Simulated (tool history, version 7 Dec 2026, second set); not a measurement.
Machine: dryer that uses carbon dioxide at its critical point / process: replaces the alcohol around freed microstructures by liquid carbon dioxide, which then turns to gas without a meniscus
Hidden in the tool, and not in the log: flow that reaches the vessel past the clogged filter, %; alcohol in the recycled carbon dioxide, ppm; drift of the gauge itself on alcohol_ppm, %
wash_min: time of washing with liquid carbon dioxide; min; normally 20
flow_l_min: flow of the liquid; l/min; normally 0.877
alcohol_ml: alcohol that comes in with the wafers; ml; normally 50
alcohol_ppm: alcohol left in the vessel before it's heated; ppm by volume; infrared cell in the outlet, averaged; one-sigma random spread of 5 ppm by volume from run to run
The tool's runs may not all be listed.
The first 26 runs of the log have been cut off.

run	hour	wash_min	flow_l_min	alcohol_ml	hours of work since the filter was changed	hours of work since the purifier's bed was changed	alcohol_ppm
27	546.1	20	0.855	50	144	1017	206
28	564.8	25	0.997	37	158	1030	182
29	583.1	12	0.627	56	170	1043	1130
30	609.7	12	0.627	56	189	1062	1175
31	633.2	12	0.627	56	205	1078	1164
32	649.7	12	0.627	45	217	1090	987
33	672	16	0.627	45	232	1105	458
# hour 678.9: inlet filter changed
34	700	15	1.039	109	15	1124	237
35	722.4	15	1.039	109	30	1140	237
36	747.6	15	1.039	109	48	1157	249
37	771.7	15	1.032	34	65	1174	229
38	787.7	15	1.246	79	76	1185	210
39	809.3	20	0.709	26	91	1200	240
40	826.3	19	1.415	27	103	1212	211
41	846.1	19	1.415	27	117	1226	218
42	867.7	16	0.877	44	132	1241	259
43	893.8	16	0.559	44	150	1259	629
44	908.2	23	0.559	44	160	1269	289
45	925.4	18	0.559	36	172	1281	428
46	946.9	15	0.701	50	187	1296	467
47	965.9	23	0.684	87	200	1310	285

Forecast each of these 3 alternatives for the next run:
A	979.4	23	0.684	51	210	1319	?
B	979.4	23	0.684	32	210	1319	?
C	979.4	20	0.732	40	210	1319	?

run	alcohol_ppm
A	261
B	239
C	272
What these runs would have given with no unlogged condition in the tool:
run	alcohol_ppm
A	22
B	7
C	32
